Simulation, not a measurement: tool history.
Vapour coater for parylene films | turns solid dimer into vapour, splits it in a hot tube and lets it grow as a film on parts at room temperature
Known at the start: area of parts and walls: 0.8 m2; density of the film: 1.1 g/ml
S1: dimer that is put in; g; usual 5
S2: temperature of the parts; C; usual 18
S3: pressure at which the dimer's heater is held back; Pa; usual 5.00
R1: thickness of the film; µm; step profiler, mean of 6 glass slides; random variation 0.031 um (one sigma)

run     day  S1  S2     S3    R1
  1   0.000   5  18   5.00  4.02
  2   0.950   5  18   5.00  4.04
  3   2.350   5  18   5.00  4.08
      3.733  -- trap's valve overhauled
  4   3.929   5  18   5.00  3.80
  5   4.921   5  18   5.00  3.86
  6   5.958   5  18   5.00  3.87
  7   7.329   5  18   5.00  3.82
  8   8.746   5  18   5.00  3.88
  9   9.817   5  12   5.00  4.60
 10  11.050   5  12   5.00  4.55
 11  12.208   5  12   5.00  4.58
     12.950  -- trap's valve overhauled, once more
 12  13.483   5  22   5.00  3.73
 13  14.875   5  18   5.00  4.17
 14  16.367   5  18   5.00  4.26
 15  17.279   5  18   3.35  4.66
 16  18.850   5  18   3.35  4.60
 17  20.017   5  18   3.10  4.68
 18  21.154   5  18   3.10  4.69
 19  22.588   5  18   3.10  4.68
 20  23.529   5  18   5.00  4.14
 21  24.975   5  18   5.00  4.16
 22  26.475   5  18   5.00  4.22
 23  27.917   5  18   5.00  4.11
 24  28.883   8  18   9.49  5.77
 25  29.767   2  18   5.20  1.60
     30.904  -- table's thermometer calibrated
 26  31.371   4  13   2.67  4.28
 27  32.646   4  13   2.67  4.37
 28  33.746   8  20   3.37  6.90
 29  34.596   4  23   3.31  3.16
 30  35.667   4  23   3.31  3.14
 31  36.671   5  18   4.25  4.34
 32  37.988   5  18   4.25  4.25
 33  39.321   5  28   2.92  3.40
 34  40.371   4  18   2.92  3.71
 35  41.654   4  18   2.92  3.75
 36  42.562   4  14  11.65  3.10
 37  43.962   4  14  11.65  3.08
 38  45.142   4  14   4.08  3.82
 39  46.567   5  25   3.86  3.45
 40  47.750   3  18   8.74  2.18
 41  48.754   3  11  10.14  2.59
 42  50.242   2  11  11.52  1.64
 43  51.588   2  11  11.52  1.68
     52.417  -- trap's valve overhauled
 44  52.921   4  18   8.59  3.05
 45  54.062   4  18   6.39  3.24
 46  55.617   6  18  10.35  4.40

Forecast each of these 4 alternatives for the next run:
  A  56.329   5  18  6.80   ?
  B  56.329   6  18  2.74   ?
  C  56.329   4  16  5.00   ?
  D  56.329   8  16  8.29   ?

run    R1
  A  4.01
  B  5.84
  C  3.69
  D  6.53
Without the tool's hidden state the same runs would have given:
run    R1
  A  4.07
  B  5.93
  C  3.75
  D  6.63

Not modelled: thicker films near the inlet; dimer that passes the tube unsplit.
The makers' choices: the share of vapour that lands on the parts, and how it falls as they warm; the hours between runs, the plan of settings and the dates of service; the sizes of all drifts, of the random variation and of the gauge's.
